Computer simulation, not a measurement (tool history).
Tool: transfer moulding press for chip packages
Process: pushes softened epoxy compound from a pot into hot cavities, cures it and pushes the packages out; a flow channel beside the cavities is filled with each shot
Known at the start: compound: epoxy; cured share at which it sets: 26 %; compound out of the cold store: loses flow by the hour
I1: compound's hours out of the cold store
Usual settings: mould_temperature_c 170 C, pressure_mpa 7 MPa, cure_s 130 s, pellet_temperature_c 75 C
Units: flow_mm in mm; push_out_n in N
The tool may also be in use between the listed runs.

run 1 hour=0 | mould_temperature_c=170 pressure_mpa=7 cure_s=130 pellet_temperature_c=75 | I1=35.7 | flow_mm=736 push_out_n=551
run 2 hour=25.6 | mould_temperature_c=170 pressure_mpa=7 cure_s=130 pellet_temperature_c=75 | I1=40.2 | flow_mm=710 push_out_n=597
run 3 hour=47.8 | mould_temperature_c=170 pressure_mpa=7 cure_s=130 pellet_temperature_c=75 | I1=35.6 | flow_mm=734 push_out_n=643
-- hour=67.6 cavities cleaned with cleaning compound and waxed
run 4 hour=85 | mould_temperature_c=170 pressure_mpa=7 cure_s=130 pellet_temperature_c=75 | I1=29.1 | flow_mm=770 push_out_n=419
run 5 hour=128.1 | mould_temperature_c=170 pressure_mpa=7 cure_s=130 pellet_temperature_c=75 | I1=39.3 | flow_mm=710 push_out_n=558
-- hour=153 plunger's sealing rings changed
run 6 hour=167.4 | mould_temperature_c=170 pressure_mpa=7 cure_s=130 pellet_temperature_c=80 | I1=24.2 | flow_mm=814 push_out_n=678
run 7 hour=186.4 | mould_temperature_c=170 pressure_mpa=7 cure_s=130 pellet_temperature_c=80 | I1=14.1 | flow_mm=882 push_out_n=702
-- hour=190.8 cavities cleaned with cleaning compound and waxed
run 8 hour=206.7 | mould_temperature_c=170 pressure_mpa=7 cure_s=130 pellet_temperature_c=80 | I1=23.3 | flow_mm=821 push_out_n=396
run 9 hour=247.4 | mould_temperature_c=170 pressure_mpa=5.7 cure_s=154 pellet_temperature_c=75 | I1=33 | flow_mm=684 push_out_n=529
-- hour=283.1 mould's thermocouples calibrated
run 10 hour=290.4 | mould_temperature_c=176 pressure_mpa=5.7 cure_s=146 pellet_temperature_c=68 | I1=33.3 | flow_mm=671 push_out_n=603
-- hour=310.9 cavities cleaned with cleaning compound and waxed
run 11 hour=310.9 | mould_temperature_c=170 pressure_mpa=6.34 cure_s=130 pellet_temperature_c=83 | I1=21.9 | flow_mm=787 push_out_n=344
run 12 hour=340.8 | mould_temperature_c=170 pressure_mpa=6.34 cure_s=137 pellet_temperature_c=80 | I1=9.1 | flow_mm=873 push_out_n=478
run 13 hour=381.5 | mould_temperature_c=170 pressure_mpa=6.34 cure_s=137 pellet_temperature_c=80 | I1=18.6 | flow_mm=805 push_out_n=582
run 14 hour=412.9 | mould_temperature_c=170 pressure_mpa=6.34 cure_s=137 pellet_temperature_c=80 | I1=38.6 | flow_mm=682 push_out_n=634
-- hour=430.8 cavities cleaned with cleaning compound and waxed
run 15 hour=433.6 | mould_temperature_c=173 pressure_mpa=6.34 cure_s=164 pellet_temperature_c=70 | I1=46 | flow_mm=639 push_out_n=317

4 ways to go on from here, each from the tool as it stands after run 15. What would each give?
run A hour=462.9 | mould_temperature_c=170 pressure_mpa=6.72 cure_s=146 pellet_temperature_c=66 | I1=46.6 | flow_mm=? push_out_n=?
run B hour=462.9 | mould_temperature_c=177 pressure_mpa=7 cure_s=130 pellet_temperature_c=75 | I1=28.8 | flow_mm=? push_out_n=?
run C hour=462.9 | mould_temperature_c=169 pressure_mpa=6.34 cure_s=149 pellet_temperature_c=67 | I1=47.6 | flow_mm=? push_out_n=?
run D hour=462.9 | mould_temperature_c=177 pressure_mpa=7.82 cure_s=164 pellet_temperature_c=76 | I1=35.3 | flow_mm=? push_out_n=?

run=A flow_mm=661 push_out_n=453
run=B flow_mm=760 push_out_n=434
run=C flow_mm=638 push_out_n=475
run=D flow_mm=761 push_out_n=454
Without the tool's hidden state the same runs would have given:
run=A flow_mm=674 push_out_n=306
run=B flow_mm=775 push_out_n=294
run=C flow_mm=652 push_out_n=322
run=D flow_mm=777 push_out_n=309
